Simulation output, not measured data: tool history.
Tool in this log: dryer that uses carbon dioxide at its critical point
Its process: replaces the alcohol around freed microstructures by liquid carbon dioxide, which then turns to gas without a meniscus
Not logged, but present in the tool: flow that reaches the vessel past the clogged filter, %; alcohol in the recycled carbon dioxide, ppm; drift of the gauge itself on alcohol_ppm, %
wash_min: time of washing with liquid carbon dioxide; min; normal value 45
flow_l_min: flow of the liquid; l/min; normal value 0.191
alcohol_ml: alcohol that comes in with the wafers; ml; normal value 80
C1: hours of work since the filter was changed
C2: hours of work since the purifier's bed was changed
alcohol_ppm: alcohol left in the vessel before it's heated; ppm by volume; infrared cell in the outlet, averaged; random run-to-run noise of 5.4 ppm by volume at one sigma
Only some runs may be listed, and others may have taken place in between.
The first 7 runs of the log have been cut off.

{"run": 8, "day": 12.567, "wash_min": 45, "flow_l_min": 0.191, "alcohol_ml": 29, "C1": 412, "C2": 146, "alcohol_ppm": 87}
{"run": 9, "day": 14.425, "wash_min": 27, "flow_l_min": 0.191, "alcohol_ml": 80, "C1": 447, "C2": 180, "alcohol_ppm": 2067}
{"run": 10, "day": 15.729, "wash_min": 55, "flow_l_min": 0.191, "alcohol_ml": 80, "C1": 471, "C2": 205, "alcohol_ppm": 80}
{"run": 11, "day": 17.158, "wash_min": 45, "flow_l_min": 0.173, "alcohol_ml": 80, "C1": 498, "C2": 232, "alcohol_ppm": 378}
{"run": 12, "day": 18.208, "wash_min": 45, "flow_l_min": 0.173, "alcohol_ml": 80, "C1": 518, "C2": 252, "alcohol_ppm": 385}
{"run": 13, "day": 19.362, "wash_min": 45, "flow_l_min": 0.173, "alcohol_ml": 80, "C1": 540, "C2": 273, "alcohol_ppm": 379}
{"run": 14, "day": 21.042, "wash_min": 45, "flow_l_min": 0.191, "alcohol_ml": 80, "C1": 571, "C2": 305, "alcohol_ppm": 242}
{"day": 22.104, "done": "inlet filter changed"}
{"run": 15, "day": 22.104, "wash_min": 45, "flow_l_min": 0.191, "alcohol_ml": 80, "C1": 0, "C2": 324, "alcohol_ppm": 165}
{"run": 16, "day": 23.212, "wash_min": 45, "flow_l_min": 0.191, "alcohol_ml": 80, "C1": 21, "C2": 345, "alcohol_ppm": 164}
{"run": 17, "day": 25.079, "wash_min": 45, "flow_l_min": 0.191, "alcohol_ml": 80, "C1": 56, "C2": 380, "alcohol_ppm": 189}
{"run": 18, "day": 26.738, "wash_min": 31, "flow_l_min": 0.191, "alcohol_ml": 80, "C1": 87, "C2": 411, "alcohol_ppm": 1007}
{"run": 19, "day": 28.096, "wash_min": 31, "flow_l_min": 0.191, "alcohol_ml": 80, "C1": 113, "C2": 437, "alcohol_ppm": 1042}
{"run": 20, "day": 29.429, "wash_min": 31, "flow_l_min": 0.191, "alcohol_ml": 80, "C1": 138, "C2": 462, "alcohol_ppm": 1079}
{"run": 21, "day": 30.783, "wash_min": 31, "flow_l_min": 0.191, "alcohol_ml": 80, "C1": 163, "C2": 487, "alcohol_ppm": 1076}
{"run": 22, "day": 32.75, "wash_min": 31, "flow_l_min": 0.191, "alcohol_ml": 80, "C1": 200, "C2": 524, "alcohol_ppm": 1087}
{"run": 23, "day": 34.538, "wash_min": 31, "flow_l_min": 0.191, "alcohol_ml": 80, "C1": 234, "C2": 558, "alcohol_ppm": 1143}
{"run": 24, "day": 35.708, "wash_min": 46, "flow_l_min": 0.273, "alcohol_ml": 113, "C1": 256, "C2": 580, "alcohol_ppm": 89}

For run 25, what comes out?
{"run": 25, "day": 36.871, "wash_min": 46, "flow_l_min": 0.273, "alcohol_ml": 113, "C1": 278, "C2": 602, "alcohol_ppm": "?"}

Run 25 produced alcohol_ppm 95 ppm by volume.
With no hidden state in the tool, this same run would have given alcohol_ppm 14 ppm by volume.
